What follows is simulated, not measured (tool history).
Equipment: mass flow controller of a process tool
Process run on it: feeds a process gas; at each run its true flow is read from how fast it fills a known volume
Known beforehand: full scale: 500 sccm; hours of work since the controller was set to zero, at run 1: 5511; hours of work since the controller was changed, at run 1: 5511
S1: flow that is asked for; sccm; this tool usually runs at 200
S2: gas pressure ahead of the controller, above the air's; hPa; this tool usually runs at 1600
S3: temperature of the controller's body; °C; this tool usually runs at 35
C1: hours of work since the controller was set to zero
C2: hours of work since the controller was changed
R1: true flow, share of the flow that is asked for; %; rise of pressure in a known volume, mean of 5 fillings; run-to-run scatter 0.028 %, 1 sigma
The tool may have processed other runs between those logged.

{"run": 1, "hour": 0.0, "S1": 200, "S2": 1600, "S3": 35, "C1": 5511, "C2": 5511, "R1": 100.2}
{"run": 2, "hour": 63.5, "S1": 200, "S2": 1600, "S3": 35, "C1": 5534, "C2": 5534, "R1": 100.09}
{"run": 3, "hour": 102.8, "S1": 269, "S2": 1600, "S3": 35, "C1": 5548, "C2": 5548, "R1": 100.15}
{"run": 4, "hour": 149.0, "S1": 470, "S2": 1600, "S3": 35, "C1": 5565, "C2": 5565, "R1": 100.23}
{"run": 5, "hour": 226.0, "S1": 470, "S2": 1600, "S3": 35, "C1": 5593, "C2": 5593, "R1": 100.23}
{"run": 6, "hour": 281.0, "S1": 200, "S2": 1600, "S3": 24, "C1": 5613, "C2": 5613, "R1": 99.24}
{"run": 7, "hour": 366.5, "S1": 200, "S2": 1600, "S3": 24, "C1": 5644, "C2": 5644, "R1": 99.14}
{"run": 8, "hour": 445.3, "S1": 151, "S2": 1600, "S3": 35, "C1": 5673, "C2": 5673, "R1": 99.85}
{"run": 9, "hour": 518.4, "S1": 151, "S2": 1600, "S3": 35, "C1": 5699, "C2": 5699, "R1": 99.81}
{"run": 10, "hour": 589.8, "S1": 151, "S2": 1600, "S3": 35, "C1": 5725, "C2": 5725, "R1": 99.75}
{"run": 11, "hour": 667.6, "S1": 183, "S2": 1600, "S3": 26, "C1": 5754, "C2": 5754, "R1": 99.12}
{"run": 12, "hour": 753.5, "S1": 183, "S2": 1600, "S3": 26, "C1": 5785, "C2": 5785, "R1": 99.04}
{"run": 13, "hour": 838.9, "S1": 92, "S2": 1600, "S3": 24, "C1": 5816, "C2": 5816, "R1": 98.76}
{"run": 14, "hour": 927.6, "S1": 169, "S2": 1570, "S3": 40, "C1": 5848, "C2": 5848, "R1": 99.84}
{"run": 15, "hour": 1005.7, "S1": 169, "S2": 1570, "S3": 40, "C1": 5877, "C2": 5877, "R1": 99.79}
{"run": 16, "hour": 1048.5, "S1": 169, "S2": 1570, "S3": 40, "C1": 5892, "C2": 5892, "R1": 99.78}
{"run": 17, "hour": 1137.7, "S1": 167, "S2": 2090, "S3": 22, "C1": 5925, "C2": 5925, "R1": 98.88}
{"run": 18, "hour": 1229.1, "S1": 200, "S2": 1640, "S3": 29, "C1": 5958, "C2": 5958, "R1": 98.95}
{"run": 19, "hour": 1280.4, "S1": 273, "S2": 1640, "S3": 34, "C1": 5977, "C2": 5977, "R1": 99.34}
{"run": 20, "hour": 1349.0, "S1": 273, "S2": 1740, "S3": 26, "C1": 6002, "C2": 6002, "R1": 98.77}

5 options for the next run, each taken on its own from the tool as it stands now. Forecast them:
{"run": "A", "hour": 1412.0, "S1": 281, "S2": 1690, "S3": 36, "C1": 6024, "C2": 6024, "R1": "?"}
{"run": "B", "hour": 1412.0, "S1": 200, "S2": 1600, "S3": 26, "C1": 6024, "C2": 6024, "R1": "?"}
{"run": "C", "hour": 1412.0, "S1": 273, "S2": 1430, "S3": 26, "C1": 6024, "C2": 6024, "R1": "?"}
{"run": "D", "hour": 1412.0, "S1": 89, "S2": 1640, "S3": 25, "C1": 6024, "C2": 6024, "R1": "?"}
{"run": "E", "hour": 1412.0, "S1": 489, "S2": 1550, "S3": 32, "C1": 6024, "C2": 6024, "R1": "?"}

run=A R1=99.40
run=B R1=98.63
run=C R1=98.47
run=D R1=98.46
run=E R1=99.18
Stripped of hidden state, with their random variation kept, the same runs would have yielded:
run=A R1=100.37
run=B R1=99.60
run=C R1=99.43
run=D R1=99.41
run=E R1=100.16

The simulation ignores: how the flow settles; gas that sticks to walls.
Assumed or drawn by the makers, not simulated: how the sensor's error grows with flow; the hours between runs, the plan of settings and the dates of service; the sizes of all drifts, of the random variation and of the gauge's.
